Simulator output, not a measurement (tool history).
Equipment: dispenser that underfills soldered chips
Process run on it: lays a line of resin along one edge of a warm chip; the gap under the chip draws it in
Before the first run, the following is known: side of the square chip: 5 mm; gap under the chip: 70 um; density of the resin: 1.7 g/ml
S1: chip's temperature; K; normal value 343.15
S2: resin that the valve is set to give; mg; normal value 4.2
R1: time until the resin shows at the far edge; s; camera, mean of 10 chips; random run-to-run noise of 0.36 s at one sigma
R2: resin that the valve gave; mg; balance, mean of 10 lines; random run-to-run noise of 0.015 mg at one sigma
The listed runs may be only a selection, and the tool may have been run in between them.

Run 1, hour 0: usual settings. Result: R1 22.3 s, R2 4.06 mg.
Run 2, hour 11.8: usual settings. Result: R1 38.5 s, R2 4.03 mg.
At hour 13.6: new syringe of resin.
Run 3, hour 22.2: usual settings. Result: R1 31.3 s, R2 4.02 mg.
At hour 29.1: new syringe of resin.
Run 4, hour 31.3: usual settings. Result: R1 23.1 s, R2 4.02 mg.
Run 5, hour 37.5: usual settings but S1 335.15 K. Result: R1 45.9 s, R2 4.02 mg.
At hour 42.6: dispensing valve cleaned and set on the balance.
At hour 45.4: new syringe of resin.
Run 6, hour 45.4: usual settings but S1 335.15 K, S2 5.13 mg. Result: R1 30.1 s, R2 5.12 mg.
Run 7, hour 52.1: usual settings but S1 335.15 K, S2 5.13 mg. Result: R1 41.8 s, R2 5.11 mg.
At hour 60.6: new syringe of resin.
Run 8, hour 60.9: usual settings. Result: R1 20.9 s, R2 4.16 mg.
Run 9, hour 70.2: usual settings. Result: R1 32.2 s, R2 4.15 mg.
At hour 75.6: new syringe of resin.
Run 10, hour 76.6: usual settings. Result: R1 21.6 s, R2 4.13 mg.
Run 11, hour 87.7: usual settings. Result: R1 37 s, R2 4.13 mg.
At hour 90.5: new syringe of resin.
Run 12, hour 95.7: usual settings but S2 4.87 mg. Result: R1 26.2 s, R2 4.75 mg.
At hour 105.6: new syringe of resin.
Run 13, hour 106.5: usual settings but S2 4.87 mg. Result: R1 22.5 s, R2 4.74 mg.
Run 14, hour 115.9: usual settings but S2 4.87 mg. Result: R1 33.6 s, R2 4.73 mg.
At hour 121: new syringe of resin.
Run 15, hour 121.4: usual settings but S2 4.87 mg. Result: R1 21.2 s, R2 4.68 mg.
Run 16, hour 130.3: usual settings but S2 4.87 mg. Result: R1 30.9 s, R2 4.7 mg.
At hour 136: new syringe of resin.
Run 17, hour 137.4: usual settings. Result: R1 22.3 s, R2 4.04 mg.
Run 18, hour 147.8: usual settings. Result: R1 35.7 s, R2 4.01 mg.
At hour 151.3: new syringe of resin.
Run 19, hour 155.1: usual settings but S1 335.15 K, S2 4.98 mg. Result: R1 36.5 s, R2 4.77 mg.
Run 20, hour 163.8: usual settings but S1 335.15 K, S2 4.98 mg. Result: R1 54.9 s, R2 4.72 mg.
At hour 165.9: dispensing valve cleaned and set on the balance.
At hour 168: new syringe of resin.
Run 21, hour 174.9: usual settings but S1 353.15 K, S2 4.26 mg. Result: R1 17.9 s, R2 4.22 mg.
At hour 183.3: new syringe of resin.
Run 22, hour 187.6: usual settings but S1 339.15 K, S2 3.99 mg. Result: R1 32.4 s, R2 3.95 mg.
Run 23, hour 195.2: usual settings but S1 349.15 K, S2 5.11 mg. Result: R1 27.1 s, R2 5.04 mg.
At hour 198.4: new syringe of resin.
Run 24, hour 200.7: usual settings but S1 349.15 K, S2 5.11 mg. Result: R1 17.7 s, R2 5.05 mg.
Run 25, hour 209.4: usual settings but S1 349.15 K, S2 5.29 mg. Result: R1 24.9 s, R2 5.19 mg.
At hour 213.3: new syringe of resin.
Run 26, hour 218.3: usual settings but S1 342.15 K, S2 3.92 mg. Result: R1 29.2 s, R2 3.83 mg.
Run 27, hour 226.3: usual settings but S1 342.15 K, S2 3.92 mg. Result: R1 41.5 s, R2 3.79 mg.
At hour 228.2: new syringe of resin.
Run 28, hour 236.2: usual settings but S1 347.15 K, S2 3.95 mg. Result: R1 26.6 s, R2 3.85 mg.
Run 29, hour 242.5: usual settings but S1 328.15 K. Result: R1 87.5 s, R2 4.06 mg.
At hour 243.5: new syringe of resin.
Run 30, hour 251.6: usual settings but S1 328.15 K. Result: R1 67.7 s, R2 4.05 mg.
At hour 258.3: new syringe of resin.
Run 31, hour 258.3: usual settings but S1 328.15 K. Result: R1 47.3 s, R2 4.03 mg.
Run 32, hour 264.7: usual settings but S1 328.15 K. Result: R1 64 s, R2 4.05 mg.
At hour 273.4: new syringe of resin.
Run 33, hour 276.4: usual settings but S1 328.15 K. Result: R1 53.8 s, R2 4.02 mg.
Run 34, hour 285.9: usual settings but S1 335.15 K, S2 4.15 mg. Result: R1 56.5 s, R2 3.94 mg.
At hour 288.9: dispensing valve cleaned and set on the balance.
At hour 290.2: new syringe of resin.
Run 35, hour 294.8: usual settings but S1 332.15 K, S2 4.65 mg. Result: R1 46.2 s, R2 4.63 mg.

Hidden state or all else? Some run-to-run changes of R1, split into what the settings, what came in and random variation would give without the hidden state, and what is left for the hidden state (with any gauge scatter that isn't in both results):
Hidden state present: resin's viscosity, % of fresh resin's; dose that the valve gives, % of what is set; true chip temperature over the reading, C; drift of the gauge itself on fill_s, %; drift of the gauge itself on given_mg, %.
Run 4 -> 5: S1 343.15 -> 335.15. R1 +22.8 s: hidden state +13.6, all else +9.2.
Run 20 -> 21: S1 335.15 -> 353.15, S2 4.98 -> 4.26, dispensing valve cleaned and set on the balance, new syringe of resin. R1 -37 s: hidden state -20.9, all else -16.1.
Run 28 -> 29: S1 347.15 -> 328.15, S2 3.95 -> 4.2. R1 +60.9 s: hidden state +37.2, all else +23.7.
Run 29 -> 30: new syringe of resin. R1 -19.8 s: hidden state -20.1, all else +0.3.
